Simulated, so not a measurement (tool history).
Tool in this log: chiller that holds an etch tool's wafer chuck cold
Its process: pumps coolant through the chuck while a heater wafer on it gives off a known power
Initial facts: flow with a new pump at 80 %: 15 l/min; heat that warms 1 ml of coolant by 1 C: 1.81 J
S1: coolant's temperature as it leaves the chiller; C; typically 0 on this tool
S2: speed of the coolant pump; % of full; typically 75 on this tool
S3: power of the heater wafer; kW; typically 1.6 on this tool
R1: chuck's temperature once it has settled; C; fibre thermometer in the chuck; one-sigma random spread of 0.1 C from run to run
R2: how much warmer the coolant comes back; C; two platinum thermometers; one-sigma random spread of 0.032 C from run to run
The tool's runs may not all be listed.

run	hour	S1	S2	S3	R1	R2
1	0	0	75	1.6	11.5	3.91
2	65	0	75	1.242	9.1	3.03
3	93	7	75	1.242	16.1	3.04
4	121.9	7	75	1.242	16.3	3.05
5	155.2	7	75	1.242	16.1	3.02
6	218.2	7	75	1.242	16.3	3.07
# hour 252.6: coolant changed, channels flushed
7	287.9	0	75	1.6	10.4	3.92
8	320.4	0	75	1.6	10.1	3.93
9	364.6	-6	75	1.6	4.2	3.95
10	413.2	0	96	1.6	9	3.1
11	465.4	0	95	1.6	9	3.18
12	499.9	0	95	1.6	9	3.16
13	541.5	-5	75	1.6	5.3	4.05
14	595.7	0	75	1.6	10.3	3.97
15	642.3	0	75	1.193	7.7	3.01
16	673.4	2	75	1.193	9.9	3.01
17	711.7	2	75	1.193	9.8	2.98
18	770.5	2	75	1.193	9.7	2.93
19	829.1	2	75	1.193	9.9	3.05
20	864.9	2	87	0.912	7.6	2.01
21	913.2	0	75	0.999	6.5	2.46
22	942.8	0	75	1.127	7.6	2.88
23	979	8	86	2.267	21.8	4.97
24	1031.8	1	93	1.861	11.9	3.82
25	1066.7	1	93	1.861	11.8	3.8
26	1115.2	1	93	1.454	9.6	2.96
27	1173.9	1	66	1.524	12	4.34
28	1238.9	1	66	1.524	12	4.4
29	1303.7	7	90	1.316	15	2.8
30	1340.3	9	70	1.513	19.7	4.15
31	1393.3	-1	75	1.6	9.8	4.03
32	1442.1	5	75	1.6	15.8	4.06
33	1472.1	5	75	1.6	16	4.11

3 options for the next run, each taken on its own from the tool as it stands now. Forecast them:
# hour 1480.1: chiller's thermometer calibrated
A	1508.6	-9	75	1.6	?	?
# hour 1480.1: chiller's thermometer calibrated
B	1508.6	-6	75	1.6	?	?
# hour 1480.1: chiller's thermometer calibrated
C	1508.6	0	75	0.835	?	?

run	R1	R2
A	1.6	4.11
B	4.7	4.07
C	5.6	2.05
Stripped of hidden state, with their random variation kept, the same runs would have yielded:
run	R1	R2
A	0.7	3.8
B	3.8	3.76
C	5.1	1.89
